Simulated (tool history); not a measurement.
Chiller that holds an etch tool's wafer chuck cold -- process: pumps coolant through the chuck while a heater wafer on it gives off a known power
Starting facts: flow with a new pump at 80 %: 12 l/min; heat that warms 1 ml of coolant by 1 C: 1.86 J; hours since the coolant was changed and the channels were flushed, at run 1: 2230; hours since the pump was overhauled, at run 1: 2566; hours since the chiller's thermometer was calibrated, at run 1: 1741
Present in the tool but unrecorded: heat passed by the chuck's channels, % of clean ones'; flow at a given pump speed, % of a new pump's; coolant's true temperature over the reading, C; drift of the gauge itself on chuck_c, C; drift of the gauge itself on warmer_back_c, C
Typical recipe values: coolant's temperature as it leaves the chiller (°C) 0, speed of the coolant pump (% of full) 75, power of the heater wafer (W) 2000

run,day,coolant's temperature as it leaves the chiller (°C),speed of the coolant pump (% of full),power of the heater wafer (W),hours since the coolant was changed and the channels were flushed,hours since the pump was overhauled,hours since the chiller's thermometer was calibrated,chuck's temperature once it has settled (°C),how much warmer the coolant comes back (C)
1,0,0,75,2000,2230,2566,1741,28.6,6.4
2,4.542,0,88,2000,2339,2675,1850,25.6,5.39
3,7.325,0,75,1062,2406,2742,1916,15.4,3.47
4,10.133,0,75,1062,2473,2809,1984,15.6,3.43
5,13.925,0,75,2000,2564,2900,2075,29.2,6.52
6,18.988,0,75,2000,2685,3022,2196,29.5,6.58
7,21.467,0,75,2000,2745,3081,2256,29.5,6.58
8,25.521,-7,75,2000,2842,3179,2353,22.9,6.55
9,29.767,8,75,2000,2944,3280,2455,38,6.61
10,32.254,8,75,2000,3004,3340,2515,38.1,6.66
11,35.342,0,75,2000,3078,3414,2589,30.2,6.71
12,39.467,0,77,2000,3177,3513,2688,30,6.51
13,43.329,0,77,2000,3270,3606,2780,30,6.55
14,46.212,0,75,2000,3339,3675,2850,30.8,6.79
15,49.788,8,75,2000,3425,3761,2936,39.1,6.8
16,54.896,0,73,2000,3547,3884,3058,31.9,7.04
17,57.683,0,88,1223,3614,3950,3125,17.3,3.44
18,61.6,1,90,2749,3708,4044,3219,39,7.69
19,66.379,-7,76,2749,3823,4159,3334,36.1,9.41
# day 68.329: coolant pump overhauled
20,71.783,7,76,2048,3947,83,3458,36.1,5.84
21,75.446,9,89,2048,4035,171,3546,34.8,4.86
22,78.267,9,68,2199,4103,238,3614,42.9,7.17
23,81.896,9,75,2000,4190,326,3701,37.9,5.8
24,87.042,9,77,1413,4314,449,3825,29.4,4.05
25,91.575,9,99,2894,4422,558,3933,43.4,6.19
# day 94.092: coolant changed, channels flushed
26,96.875,0,65,1984,67,679,4055,28.2,6.9
27,100.771,0,65,1984,160,773,4148,28.3,6.95
28,103.717,0,65,1984,231,843,4219,28.7,7
29,107.483,0,98,1979,321,934,4309,21,4.31
30,112.571,0,84,1071,444,1056,4431,13.2,2.8
31,115.938,-4,84,1071,524,1137,4512,9.4,2.83

Each row is a separate what-if for the run after 31, all from the same tool condition, not one after another. Results?
A,118.608,-4,70,1071,588,1201,4576,?,?
B,118.608,6,84,2330,588,1201,4576,?,?
C,118.608,0,62,2000,588,1201,4576,?,?
D,118.608,-1,98,1376,588,1201,4576,?,?
E,118.608,3,75,2000,588,1201,4576,?,?

run,chuck's temperature once it has settled (°C),how much warmer the coolant comes back (C)
A,11.5,3.48
B,34.2,6.16
C,30.6,7.54
D,14.4,3.1
E,29.4,5.99
Stripped of hidden state, with their random variation kept, the same runs would have yielded:
run,chuck's temperature once it has settled (°C),how much warmer the coolant comes back (C)
A,9.9,3.35
B,32.1,5.92
C,28.4,7.25
D,12.8,2.99
E,27.4,5.76
